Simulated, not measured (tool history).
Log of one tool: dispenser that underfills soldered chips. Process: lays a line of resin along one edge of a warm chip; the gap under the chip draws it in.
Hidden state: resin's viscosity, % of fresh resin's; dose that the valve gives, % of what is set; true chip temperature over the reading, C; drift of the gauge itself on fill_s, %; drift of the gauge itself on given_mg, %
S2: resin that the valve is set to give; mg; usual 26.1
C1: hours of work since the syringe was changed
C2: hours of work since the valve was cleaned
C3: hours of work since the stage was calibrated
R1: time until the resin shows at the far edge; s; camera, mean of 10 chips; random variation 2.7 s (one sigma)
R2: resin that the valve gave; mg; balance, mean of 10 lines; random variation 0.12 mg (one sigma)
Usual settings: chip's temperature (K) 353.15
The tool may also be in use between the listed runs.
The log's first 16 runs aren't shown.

Run 17, day 3.167: usual settings; C1 7; C2 116; C3 215. Result: R1 383.8 s, R2 23.87 mg.
Run 18, day 3.317: usual settings; C1 9; C2 118; C3 218. Result: R1 425 s, R2 23.84 mg.
At day 3.354: new syringe of resin.
Run 19, day 3.596: usual settings but chip's temperature (K) 356.15, S2 26.8 mg; C1 4; C2 122; C3 222. Result: R1 292 s, R2 24.19 mg.
Run 20, day 3.742: usual settings but chip's temperature (K) 348.15, S2 29.1 mg; C1 6; C2 125; C3 224. Result: R1 467.1 s, R2 26.45 mg.
At day 3.979: new syringe of resin.
Run 21, day 3.988: usual settings but chip's temperature (K) 342.15, S2 27.7 mg; C1 0; C2 129; C3 228. Result: R1 503.2 s, R2 24.96 mg.
Run 22, day 4.133: usual settings but chip's temperature (K) 342.15, S2 27.7 mg; C1 2; C2 131; C3 230. Result: R1 535.5 s, R2 24.95 mg.
Run 23, day 4.312: usual settings but chip's temperature (K) 342.15, S2 27.7 mg; C1 5; C2 134; C3 233. Result: R1 596.2 s, R2 24.9 mg.
Run 24, day 4.467: usual settings but chip's temperature (K) 347.15, S2 27.8 mg; C1 8; C2 136; C3 236. Result: R1 514.9 s, R2 25.01 mg.
At day 4.608: new syringe of resin.
At day 4.688: dispensing valve cleaned and set on the balance.
Run 25, day 4.692: usual settings but chip's temperature (K) 355.15, S2 24.8 mg; C1 1; C2 0; C3 239. Result: R1 268 s, R2 24.85 mg.
Run 26, day 4.867: usual settings but chip's temperature (K) 352.15, S2 29.9 mg; C1 3; C2 3; C3 241. Result: R1 331.9 s, R2 29.85 mg.
Run 27, day 5.104: usual settings but chip's temperature (K) 341.15, S2 24.8 mg; C1 7; C2 7; C3 245. Result: R1 704.3 s, R2 24.77 mg.
Run 28, day 5.225: usual settings but chip's temperature (K) 356.15, S2 32.8 mg; C1 9; C2 9; C3 247. Result: R1 342.5 s, R2 32.58 mg.
At day 5.267: new syringe of resin.
Run 29, day 5.408: usual settings but chip's temperature (K) 346.15, S2 26.4 mg; C1 2; C2 11; C3 250. Result: R1 447.3 s, R2 26.21 mg.
Run 30, day 5.554: usual settings but chip's temperature (K) 365.15, S2 26.2 mg; C1 5; C2 14; C3 252. Result: R1 194.5 s, R2 25.98 mg.
Run 31, day 5.742: usual settings but chip's temperature (K) 340.15, S2 23.1 mg; C1 8; C2 17; C3 255. Result: R1 776.2 s, R2 22.91 mg.
At day 5.883: new syringe of resin.
Run 32, day 6.017: usual settings but chip's temperature (K) 340.15, S2 23.1 mg; C1 2; C2 21; C3 259. Result: R1 630.9 s, R2 22.69 mg.
Run 33, day 6.221: usual settings but chip's temperature (K) 360.15, S2 25.2 mg; C1 5; C2 24; C3 263. Result: R1 256.8 s, R2 24.74 mg.
Run 34, day 6.379: usual settings but chip's temperature (K) 361.15, S2 24.9 mg; C1 8; C2 27; C3 265. Result: R1 276.2 s, R2 24.51 mg.
At day 6.512: new syringe of resin.
Run 35, day 6.558: usual settings but chip's temperature (K) 361.15, S2 24.9 mg; C1 1; C2 29; C3 268. Result: R1 203.7 s, R2 24.34 mg.
Run 36, day 6.708: usual settings but S2 29.5 mg; C1 3; C2 32; C3 270. Result: R1 327.5 s, R2 28.82 mg.

Forecast each of these 3 alternatives for the next run:
Run A, day 6.846: usual settings but chip's temperature (K) 352.15, S2 33 mg; C1 5; C2 34; C3 272. Result: R1 ?, R2 ?.
Run B, day 6.846: usual settings but chip's temperature (K) 348.15, S2 33.8 mg; C1 5; C2 34; C3 272. Result: R1 ?, R2 ?.
Run C, day 6.846: usual settings but chip's temperature (K) 363.15, S2 26.3 mg; C1 5; C2 34; C3 272. Result: R1 ?, R2 ?.

run     R1     R2
  A  362.7  32.45
  B  444.6  32.84
  C  225.2  25.66
Without the tool's hidden state the same runs would have given:
run     R1     R2
  A  273.2  33.25
  B  334.1  33.65
  C  169.5   26.3
